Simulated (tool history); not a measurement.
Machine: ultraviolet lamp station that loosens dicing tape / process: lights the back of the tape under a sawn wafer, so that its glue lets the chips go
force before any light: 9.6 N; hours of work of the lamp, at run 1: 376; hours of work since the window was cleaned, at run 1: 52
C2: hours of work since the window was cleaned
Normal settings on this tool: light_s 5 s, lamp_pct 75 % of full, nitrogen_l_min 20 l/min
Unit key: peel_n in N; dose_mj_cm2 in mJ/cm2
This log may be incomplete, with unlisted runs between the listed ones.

{"run": 1, "day": 0.0, "light_s": 5, "lamp_pct": 75, "nitrogen_l_min": 20, "hours of work of the lamp": 376, "C2": 52, "peel_n": 0.624, "dose_mj_cm2": 444}
{"run": 2, "day": 1.771, "light_s": 5, "lamp_pct": 75, "nitrogen_l_min": 20, "hours of work of the lamp": 397, "C2": 73, "peel_n": 0.647, "dose_mj_cm2": 438}
{"run": 3, "day": 2.796, "light_s": 5, "lamp_pct": 75, "nitrogen_l_min": 17, "hours of work of the lamp": 409, "C2": 85, "peel_n": 0.696, "dose_mj_cm2": 428}
{"run": 4, "day": 3.979, "light_s": 5, "lamp_pct": 75, "nitrogen_l_min": 17, "hours of work of the lamp": 423, "C2": 99, "peel_n": 0.74, "dose_mj_cm2": 423}
{"run": 5, "day": 4.875, "light_s": 5, "lamp_pct": 75, "nitrogen_l_min": 17, "hours of work of the lamp": 434, "C2": 110, "peel_n": 0.731, "dose_mj_cm2": 418}
{"run": 6, "day": 6.646, "light_s": 5, "lamp_pct": 75, "nitrogen_l_min": 17, "hours of work of the lamp": 454, "C2": 130, "peel_n": 0.768, "dose_mj_cm2": 415}
{"run": 7, "day": 8.35, "light_s": 5, "lamp_pct": 75, "nitrogen_l_min": 20, "hours of work of the lamp": 475, "C2": 150, "peel_n": 0.739, "dose_mj_cm2": 403}
{"run": 8, "day": 9.904, "light_s": 5, "lamp_pct": 75, "nitrogen_l_min": 20, "hours of work of the lamp": 493, "C2": 169, "peel_n": 0.751, "dose_mj_cm2": 398}
{"run": 9, "day": 11.1, "light_s": 4, "lamp_pct": 75, "nitrogen_l_min": 20, "hours of work of the lamp": 507, "C2": 183, "peel_n": 1.163, "dose_mj_cm2": 321}
{"run": 10, "day": 11.958, "light_s": 4, "lamp_pct": 75, "nitrogen_l_min": 20, "hours of work of the lamp": 517, "C2": 193, "peel_n": 1.194, "dose_mj_cm2": 314}
{"run": 11, "day": 12.858, "light_s": 4, "lamp_pct": 75, "nitrogen_l_min": 20, "hours of work of the lamp": 528, "C2": 204, "peel_n": 1.18, "dose_mj_cm2": 308}
{"run": 12, "day": 14.579, "light_s": 3, "lamp_pct": 75, "nitrogen_l_min": 20, "hours of work of the lamp": 548, "C2": 224, "peel_n": 2.055, "dose_mj_cm2": 225}
{"run": 13, "day": 16.158, "light_s": 5, "lamp_pct": 84, "nitrogen_l_min": 20, "hours of work of the lamp": 566, "C2": 242, "peel_n": 0.685, "dose_mj_cm2": 418}
{"run": 14, "day": 16.946, "light_s": 4, "lamp_pct": 75, "nitrogen_l_min": 25, "hours of work of the lamp": 576, "C2": 252, "peel_n": 1.169, "dose_mj_cm2": 292}
{"day": 17.262, "done": "window cleaned of glue's vapour"}
{"run": 15, "day": 17.921, "light_s": 6, "lamp_pct": 68, "nitrogen_l_min": 8, "hours of work of the lamp": 587, "C2": 8, "peel_n": 1, "dose_mj_cm2": 463}
{"run": 16, "day": 19.162, "light_s": 6, "lamp_pct": 80, "nitrogen_l_min": 11, "hours of work of the lamp": 601, "C2": 22, "peel_n": 0.623, "dose_mj_cm2": 536}
{"run": 17, "day": 20.729, "light_s": 6, "lamp_pct": 95, "nitrogen_l_min": 11, "hours of work of the lamp": 620, "C2": 41, "peel_n": 0.439, "dose_mj_cm2": 624}
{"run": 18, "day": 22.625, "light_s": 6, "lamp_pct": 95, "nitrogen_l_min": 11, "hours of work of the lamp": 642, "C2": 63, "peel_n": 0.476, "dose_mj_cm2": 610}
{"run": 19, "day": 23.812, "light_s": 6, "lamp_pct": 95, "nitrogen_l_min": 11, "hours of work of the lamp": 656, "C2": 77, "peel_n": 0.486, "dose_mj_cm2": 604}
{"run": 20, "day": 25.688, "light_s": 2, "lamp_pct": 62, "nitrogen_l_min": 11, "hours of work of the lamp": 678, "C2": 99, "peel_n": 4.402, "dose_mj_cm2": 134}
{"run": 21, "day": 26.996, "light_s": 8, "lamp_pct": 62, "nitrogen_l_min": 20, "hours of work of the lamp": 694, "C2": 114, "peel_n": 0.493, "dose_mj_cm2": 504}
{"run": 22, "day": 28.838, "light_s": 3, "lamp_pct": 62, "nitrogen_l_min": 8, "hours of work of the lamp": 715, "C2": 136, "peel_n": 3.543, "dose_mj_cm2": 183}
{"run": 23, "day": 29.7, "light_s": 3, "lamp_pct": 70, "nitrogen_l_min": 8, "hours of work of the lamp": 725, "C2": 146, "peel_n": 3.221, "dose_mj_cm2": 209}
{"run": 24, "day": 30.946, "light_s": 3, "lamp_pct": 96, "nitrogen_l_min": 25, "hours of work of the lamp": 740, "C2": 161, "peel_n": 1.348, "dose_mj_cm2": 284}
{"run": 25, "day": 31.767, "light_s": 3, "lamp_pct": 96, "nitrogen_l_min": 25, "hours of work of the lamp": 750, "C2": 171, "peel_n": 1.322, "dose_mj_cm2": 277}
{"run": 26, "day": 32.904, "light_s": 9, "lamp_pct": 75, "nitrogen_l_min": 38, "hours of work of the lamp": 763, "C2": 184, "peel_n": 0.278, "dose_mj_cm2": 647}

Consider 4 possible next runs. They are alternatives, not a sequence: every one starts from the tool as it was left by run 26. What does each give?
{"run": "A", "day": 34.388, "light_s": 3, "lamp_pct": 85, "nitrogen_l_min": 8, "hours of work of the lamp": 780, "C2": 201, "peel_n": "?", "dose_mj_cm2": "?"}
{"run": "B", "day": 34.388, "light_s": 9, "lamp_pct": 69, "nitrogen_l_min": 10, "hours of work of the lamp": 780, "C2": 201, "peel_n": "?", "dose_mj_cm2": "?"}
{"run": "C", "day": 34.388, "light_s": 6, "lamp_pct": 73, "nitrogen_l_min": 20, "hours of work of the lamp": 780, "C2": 201, "peel_n": "?", "dose_mj_cm2": "?"}
{"run": "D", "day": 34.388, "light_s": 5, "lamp_pct": 79, "nitrogen_l_min": 20, "hours of work of the lamp": 780, "C2": 201, "peel_n": "?", "dose_mj_cm2": "?"}

run=A peel_n=2.677 dose_mj_cm2=240
run=B peel_n=0.533 dose_mj_cm2=583
run=C peel_n=0.708 dose_mj_cm2=418
run=D peel_n=0.835 dose_mj_cm2=370
Without the tool's unlogged condition, the same runs would have read:
run=A peel_n=1.542 dose_mj_cm2=354
run=B peel_n=0.297 dose_mj_cm2=861
run=C peel_n=0.356 dose_mj_cm2=615
run=D peel_n=0.393 dose_mj_cm2=546
